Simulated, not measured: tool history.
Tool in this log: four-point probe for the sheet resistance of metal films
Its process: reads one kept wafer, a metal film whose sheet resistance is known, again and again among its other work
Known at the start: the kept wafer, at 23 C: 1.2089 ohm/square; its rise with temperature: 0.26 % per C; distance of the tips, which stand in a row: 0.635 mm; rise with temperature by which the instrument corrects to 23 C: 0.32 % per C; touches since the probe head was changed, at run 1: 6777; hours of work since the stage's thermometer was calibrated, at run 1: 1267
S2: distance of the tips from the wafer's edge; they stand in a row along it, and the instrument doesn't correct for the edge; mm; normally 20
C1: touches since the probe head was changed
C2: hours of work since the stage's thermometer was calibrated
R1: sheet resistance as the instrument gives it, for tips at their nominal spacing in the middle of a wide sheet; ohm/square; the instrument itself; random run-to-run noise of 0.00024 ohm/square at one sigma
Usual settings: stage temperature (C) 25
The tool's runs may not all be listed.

{"run": 1, "day": 0.0, "stage temperature (C)": 25, "S2": 20, "C1": 6777, "C2": 1267, "R1": 1.20161}
{"run": 2, "day": 2.45, "stage temperature (C)": 25, "S2": 14, "C1": 9333, "C2": 1312, "R1": 1.201804}
{"run": 3, "day": 3.967, "stage temperature (C)": 25, "S2": 14, "C1": 10912, "C2": 1341, "R1": 1.201797}
{"run": 4, "day": 6.088, "stage temperature (C)": 25, "S2": 14, "C1": 13123, "C2": 1380, "R1": 1.201564}
{"run": 5, "day": 8.75, "stage temperature (C)": 25, "S2": 20, "C1": 15900, "C2": 1430, "R1": 1.200943}
{"run": 6, "day": 10.129, "stage temperature (C)": 25, "S2": 20, "C1": 17340, "C2": 1456, "R1": 1.200977}
{"run": 7, "day": 12.45, "stage temperature (C)": 25, "S2": 13, "C1": 19759, "C2": 1499, "R1": 1.201237}
{"run": 8, "day": 14.788, "stage temperature (C)": 25, "S2": 68, "C1": 22192, "C2": 1543, "R1": 1.199126}
{"run": 9, "day": 16.317, "stage temperature (C)": 25, "S2": 68, "C1": 23788, "C2": 1572, "R1": 1.199067}
{"run": 10, "day": 18.183, "stage temperature (C)": 25, "S2": 20, "C1": 25733, "C2": 1606, "R1": 1.199234}
{"run": 11, "day": 19.783, "stage temperature (C)": 25, "S2": 20, "C1": 27403, "C2": 1636, "R1": 1.199246}
{"run": 12, "day": 21.583, "stage temperature (C)": 25, "S2": 20, "C1": 29279, "C2": 1670, "R1": 1.198757}
{"run": 13, "day": 24.217, "stage temperature (C)": 20, "S2": 20, "C1": 32023, "C2": 1719, "R1": 1.20199}
{"run": 14, "day": 26.808, "stage temperature (C)": 20, "S2": 35, "C1": 34726, "C2": 1768, "R1": 1.200911}
{"run": 15, "day": 28.908, "stage temperature (C)": 21, "S2": 20, "C1": 36918, "C2": 1807, "R1": 1.200554}
{"run": 16, "day": 30.462, "stage temperature (C)": 23, "S2": 20, "C1": 38536, "C2": 1836, "R1": 1.199044}
{"run": 17, "day": 31.629, "stage temperature (C)": 25, "S2": 20, "C1": 39752, "C2": 1858, "R1": 1.197796}
{"run": 18, "day": 33.388, "stage temperature (C)": 25, "S2": 20, "C1": 41584, "C2": 1891, "R1": 1.197184}
{"run": 19, "day": 35.55, "stage temperature (C)": 25, "S2": 20, "C1": 43839, "C2": 1931, "R1": 1.197314}
{"run": 20, "day": 37.942, "stage temperature (C)": 25, "S2": 20, "C1": 46333, "C2": 1976, "R1": 1.197629}
{"run": 21, "day": 39.471, "stage temperature (C)": 25, "S2": 50, "C1": 47928, "C2": 2004, "R1": 1.195751}
{"run": 22, "day": 41.271, "stage temperature (C)": 25, "S2": 50, "C1": 49805, "C2": 2038, "R1": 1.195862}
{"run": 23, "day": 43.275, "stage temperature (C)": 25, "S2": 20, "C1": 51894, "C2": 2075, "R1": 1.196362}
{"run": 24, "day": 45.142, "stage temperature (C)": 20, "S2": 5, "C1": 53839, "C2": 2110, "R1": 1.208958}
{"run": 25, "day": 46.896, "stage temperature (C)": 21, "S2": 20, "C1": 55667, "C2": 2143, "R1": 1.198285}
{"run": 26, "day": 48.042, "stage temperature (C)": 25, "S2": 49, "C1": 56863, "C2": 2164, "R1": 1.195041}
{"day": 48.196, "done": "stage's thermometer calibrated"}
{"run": 27, "day": 50.112, "stage temperature (C)": 25, "S2": 49, "C1": 59000, "C2": 36, "R1": 1.194357}
{"run": 28, "day": 52.25, "stage temperature (C)": 25, "S2": 49, "C1": 61232, "C2": 76, "R1": 1.193971}

What does the tool deliver on the next run?
{"day": 53.45, "done": "stage's thermometer calibrated, once more"}
{"run": 29, "day": 54.1, "stage temperature (C)": 25, "S2": 49, "C1": 63135, "C2": 12, "R1": "?"}

{"run 29": {"R1": 1.195503}}
On a tool with no hidden condition, and with the same random variation, this run would have come out at R1 1.208115 ohm/square.
